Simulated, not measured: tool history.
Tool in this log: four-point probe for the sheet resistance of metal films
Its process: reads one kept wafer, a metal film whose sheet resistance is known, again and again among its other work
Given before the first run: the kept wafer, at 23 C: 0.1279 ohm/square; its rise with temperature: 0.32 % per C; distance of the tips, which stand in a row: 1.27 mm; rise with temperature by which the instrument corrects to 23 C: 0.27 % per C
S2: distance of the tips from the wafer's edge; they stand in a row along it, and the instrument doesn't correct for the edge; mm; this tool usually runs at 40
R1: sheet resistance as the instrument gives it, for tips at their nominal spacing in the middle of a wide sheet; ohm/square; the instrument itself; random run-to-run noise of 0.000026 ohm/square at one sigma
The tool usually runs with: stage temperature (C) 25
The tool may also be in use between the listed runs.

Run 1, hour 0: usual settings. Result: R1 0.128029 ohm/square.
Run 2, hour 19: usual settings. Result: R1 0.128077 ohm/square.
Run 3, hour 34.5: usual settings but stage temperature (C) 19. Result: R1 0.127706 ohm/square.
Run 4, hour 46.5: usual settings. Result: R1 0.128102 ohm/square.
Run 5, hour 55.2: usual settings. Result: R1 0.128064 ohm/square.
Run 6, hour 69.6: usual settings. Result: R1 0.128044 ohm/square.
Run 7, hour 87.3: usual settings but stage temperature (C) 23. Result: R1 0.128016 ohm/square.
Run 8, hour 102.4: usual settings but stage temperature (C) 23. Result: R1 0.127957 ohm/square.
Run 9, hour 122.5: usual settings but stage temperature (C) 23. Result: R1 0.127974 ohm/square.
Run 10, hour 135.6: usual settings but stage temperature (C) 23. Result: R1 0.127917 ohm/square.
Run 11, hour 156.3: usual settings but S2 18 mm. Result: R1 0.128377 ohm/square.
Run 12, hour 167.3: usual settings. Result: R1 0.128087 ohm/square.
Run 13, hour 179: usual settings. Result: R1 0.12806 ohm/square.
Run 14, hour 198.8: usual settings but stage temperature (C) 22. Result: R1 0.127892 ohm/square.
Run 15, hour 210.7: usual settings but stage temperature (C) 22. Result: R1 0.12793 ohm/square.
Run 16, hour 220.1: usual settings but stage temperature (C) 22. Result: R1 0.127905 ohm/square.
Run 17, hour 230.1: usual settings but stage temperature (C) 22. Result: R1 0.127885 ohm/square.
Run 18, hour 240.3: usual settings but stage temperature (C) 31. Result: R1 0.128461 ohm/square.
Run 19, hour 257.1: usual settings but stage temperature (C) 31. Result: R1 0.128445 ohm/square.
Run 20, hour 274.3: usual settings but stage temperature (C) 31, S2 7 mm. Result: R1 0.130657 ohm/square.
Run 21, hour 288: usual settings but stage temperature (C) 31, S2 6 mm. Result: R1 0.131426 ohm/square.
Run 22, hour 300.8: usual settings but S2 9 mm. Result: R1 0.129354 ohm/square.
Run 23, hour 310.3: usual settings but S2 9 mm. Result: R1 0.129402 ohm/square.
Run 24, hour 321: usual settings but stage temperature (C) 21, S2 30 mm. Result: R1 0.12789 ohm/square.
Run 25, hour 330.1: usual settings but stage temperature (C) 29, S2 35 mm. Result: R1 0.128391 ohm/square.
Run 26, hour 341.3: usual settings but S2 10 mm. Result: R1 0.129129 ohm/square.
Run 27, hour 361.9: usual settings but S2 10 mm. Result: R1 0.129144 ohm/square.
Run 28, hour 382: usual settings but S2 10 mm. Result: R1 0.129134 ohm/square.
Run 29, hour 394.6: usual settings but S2 10 mm. Result: R1 0.129113 ohm/square.
Run 30, hour 410.2: usual settings but stage temperature (C) 23, S2 4 mm. Result: R1 0.134447 ohm/square.
Run 31, hour 419.5: usual settings but stage temperature (C) 23, S2 4 mm. Result: R1 0.134487 ohm/square.
Run 32, hour 433: usual settings but stage temperature (C) 27, S2 7 mm. Result: R1 0.130363 ohm/square.
Run 33, hour 447.7: usual settings but stage temperature (C) 34, S2 10 mm. Result: R1 0.129709 ohm/square.
Run 34, hour 461.9: usual settings but stage temperature (C) 20, S2 18 mm. Result: R1 0.128069 ohm/square.
Run 35, hour 470.4: usual settings but stage temperature (C) 18. Result: R1 0.127601 ohm/square.
Run 36, hour 491.1: usual settings but stage temperature (C) 18. Result: R1 0.127659 ohm/square.
Run 37, hour 507.7: usual settings but stage temperature (C) 18. Result: R1 0.127652 ohm/square.
Run 38, hour 522.5: usual settings but stage temperature (C) 26, S2 18 mm. Result: R1 0.128466 ohm/square.
Run 39, hour 532.7: usual settings but stage temperature (C) 20, S2 4 mm. Result: R1 0.134221 ohm/square.
Run 40, hour 545.1: usual settings but stage temperature (C) 19, S2 18 mm. Result: R1 0.12794 ohm/square.
Run 41, hour 557.2: usual settings but stage temperature (C) 19, S2 18 mm. Result: R1 0.127941 ohm/square.

Forecast each of these 5 alternatives for the next run:
Run A, hour 568.6: usual settings but stage temperature (C) 21, S2 4 mm. Result: R1 ?.
Run B, hour 568.6: usual settings but stage temperature (C) 34, S2 20 mm. Result: R1 ?.
Run C, hour 568.6: usual settings but stage temperature (C) 29. Result: R1 ?.
Run D, hour 568.6: usual settings but stage temperature (C) 24, S2 9 mm. Result: R1 ?.
Run E, hour 568.6: usual settings but stage temperature (C) 34, S2 4 mm. Result: R1 ?.

run        R1
  A  0.134319
  B   0.12884
  C  0.128382
  D  0.129344
  E  0.135156
Take away the tool's hidden state, keep each run's random variation, and the runs would have read:
run        R1
  A   0.13433
  B   0.12885
  C  0.128392
  D  0.129354
  E  0.135167
